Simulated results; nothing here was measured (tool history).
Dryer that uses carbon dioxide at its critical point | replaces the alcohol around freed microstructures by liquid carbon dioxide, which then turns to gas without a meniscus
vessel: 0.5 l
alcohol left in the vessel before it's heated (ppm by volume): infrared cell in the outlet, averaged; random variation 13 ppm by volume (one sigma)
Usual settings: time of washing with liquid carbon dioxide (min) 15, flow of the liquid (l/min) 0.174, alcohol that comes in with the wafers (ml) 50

| run | hour | time of washing with liquid carbon dioxide (min) | flow of the liquid (l/min) | alcohol that comes in with the wafers (ml) | alcohol left in the vessel before it's heated (ppm by volume) |
|---|---|---|---|---|---|
| 1 | 0 | 15 | 0.174 | 50 | 1135 |
| 2 | 15.1 | 10 | 0.174 | 50 | 5135 |
| 3 | 30.3 | 15 | 0.174 | 50 | 1150 |
| 4 | 42.1 | 15 | 0.174 | 50 | 1187 |
| 5 | 53.7 | 15 | 0.174 | 50 | 1200 |
| 6 | 65.2 | 10 | 0.174 | 50 | 5223 |
| 7 | 82.3 | 10 | 0.118 | 50 | 13333 |
| 8 | 90.6 | 21 | 0.174 | 50 | 260 |
| 9 | 107.1 | 21 | 0.174 | 50 | 268 |
| 10 | 118.5 | 9 | 0.167 | 80 | 12832 |
| 11 | 126.5 | 22 | 0.203 | 48 | 116 |
| 12 | 137.8 | 15 | 0.168 | 44 | 1370 |
| 13 | 153.1 | 12 | 0.168 | 42 | 2930 |
| 14 | 161.1 | 12 | 0.231 | 28 | 630 |
| 15 | 178.4 | 15 | 0.262 | 89 | 333 |
| 16 | 189.5 | 15 | 0.262 | 89 | 361 |

Forecast each of these 3 alternatives for the next run:
| A | 198.2 | 15 | 0.174 | 77 | ? |
| B | 198.2 | 15 | 0.186 | 50 | ? |
| C | 198.2 | 15 | 0.172 | 89 | ? |

| run | alcohol left in the vessel before it's heated (ppm by volume) |
|---|---|
| A | 2126 |
| B | 1046 |
| C | 2448 |
Without the tool's hidden state the same runs would have given:
| run | alcohol left in the vessel before it's heated (ppm by volume) |
|---|---|
| A | 1274 |
| B | 588 |
| C | 1485 |
